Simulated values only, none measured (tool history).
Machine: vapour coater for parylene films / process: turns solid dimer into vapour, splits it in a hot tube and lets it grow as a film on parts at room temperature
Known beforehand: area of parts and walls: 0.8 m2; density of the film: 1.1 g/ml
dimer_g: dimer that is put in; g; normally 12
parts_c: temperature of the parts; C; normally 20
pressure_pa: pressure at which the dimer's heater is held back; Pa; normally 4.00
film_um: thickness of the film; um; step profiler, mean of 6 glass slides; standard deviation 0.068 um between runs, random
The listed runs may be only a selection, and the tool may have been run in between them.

run   hour  dimer_g  parts_c  pressure_pa  film_um
  1    0.0       12       20         4.00     8.03
  2   51.3       12       20         7.22     7.40
  3  125.4       12       20         7.22     7.28
  4  213.5       12       20         7.22     7.15
  5  297.5        7       20         4.00     4.48
  6  359.1        7       25         4.00     3.52
     367.7  -- trap's valve overhauled
  7  407.3       12       20         3.21     7.57
  8  459.0       15       18         2.68    10.58
  9  496.0       10       13         3.20     8.80
     529.8  -- trap's valve overhauled, once more
 10  572.1        7       26         2.87     3.68
 11  649.8        7       26         2.87     3.69
 12  722.0       12       26         2.10     6.54
 13  802.4        7       15         3.89     6.07

5 options for the next run, each taken on its own from the tool as it stands now. Forecast them:
  A  867.2        7       19         5.87        ?
  B  867.2        9       20         4.00        ?
  C  867.2       11       20         2.28        ?
  D  867.2        5       18         3.50        ?
  E  867.2       12       14         4.00        ?

run  film_um
  A     4.75
  B     6.07
  C     7.94
  D     3.69
  E    10.77
The same runs, with their run-to-run variation unchanged, on a tool lacking any hidden condition would have given:
run  film_um
  A     4.84
  B     6.18
  C     8.09
  D     3.76
  E    10.96

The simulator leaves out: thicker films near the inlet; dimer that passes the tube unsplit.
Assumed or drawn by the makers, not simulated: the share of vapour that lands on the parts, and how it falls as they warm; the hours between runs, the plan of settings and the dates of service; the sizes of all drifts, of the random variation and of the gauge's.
